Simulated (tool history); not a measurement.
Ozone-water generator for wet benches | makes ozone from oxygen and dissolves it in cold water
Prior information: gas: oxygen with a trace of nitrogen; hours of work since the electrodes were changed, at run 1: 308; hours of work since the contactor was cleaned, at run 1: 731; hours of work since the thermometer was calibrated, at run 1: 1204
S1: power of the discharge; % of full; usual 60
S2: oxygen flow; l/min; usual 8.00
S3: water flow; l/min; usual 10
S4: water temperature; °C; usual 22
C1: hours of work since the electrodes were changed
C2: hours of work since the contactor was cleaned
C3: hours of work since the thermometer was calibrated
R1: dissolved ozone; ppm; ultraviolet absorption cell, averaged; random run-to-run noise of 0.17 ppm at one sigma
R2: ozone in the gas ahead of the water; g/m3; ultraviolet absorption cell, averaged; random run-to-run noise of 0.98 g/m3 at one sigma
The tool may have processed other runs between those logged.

run	hour	S1	S2	S3	S4	C1	C2	C3	R1	R2
1	0.0	60	8.00	10	22	308	731	1204	23.9	167.3
2	54.0	60	8.00	10	22	342	765	1237	23.6	168.6
3	122.7	60	10.94	10	22	384	807	1280	22.3	146.2
4	159.5	60	8.00	10	22	407	830	1303	23.8	169.1
5	190.7	60	8.00	10	22	427	850	1322	23.9	167.9
6	245.0	60	8.00	10	22	460	883	1356	24.0	166.8
7	278.3	60	8.00	10	22	481	904	1377	23.5	166.7
8	340.8	60	8.00	10	22	520	943	1416	23.5	166.3
9	403.7	60	8.00	10	22	559	982	1455	23.6	167.1
10	468.9	60	5.20	10	22	599	1022	1495	25.0	203.4
11	533.4	55	5.20	10	22	639	1063	1535	23.5	189.1
12	579.8	60	8.00	10	15	668	1091	1564	27.5	166.7
13	614.6	48	8.00	10	15	690	1113	1586	23.7	143.9
14	681.5	60	8.00	10	17	731	1154	1627	26.1	166.8
15	742.1	60	8.00	10	28	769	1192	1665	20.5	165.7
16	813.9	60	8.00	10	22	813	1237	1709	23.8	167.8
17	857.5	60	8.00	7	24	841	1264	1736	27.0	164.8
18	889.7	60	8.00	7	24	861	1284	1756	26.8	165.0
19	938.6	60	8.00	7	24	891	1314	1787	26.8	166.4
20	988.5	65	6.02	10	22	922	1345	1818	25.9	197.5
21	1049.4	65	6.02	10	22	960	1383	1856	26.0	194.9
22	1087.6	65	6.02	10	22	983	1407	1879	25.8	199.2
23	1146.6	66	5.22	8	25	1020	1443	1916	28.2	213.0
24	1197.9	66	5.22	8	25	1052	1475	1948	28.7	213.4

What does the tool deliver on the next run?
25	1231.8	74	8.01	9	29	1073	1496	1969	?	?

Run 25 produced R1 24.2 ppm, R2 189.6 g/m3.
Without the tool's hidden state the same run would have given R1 24.9 ppm, R2 192.0 g/m3.
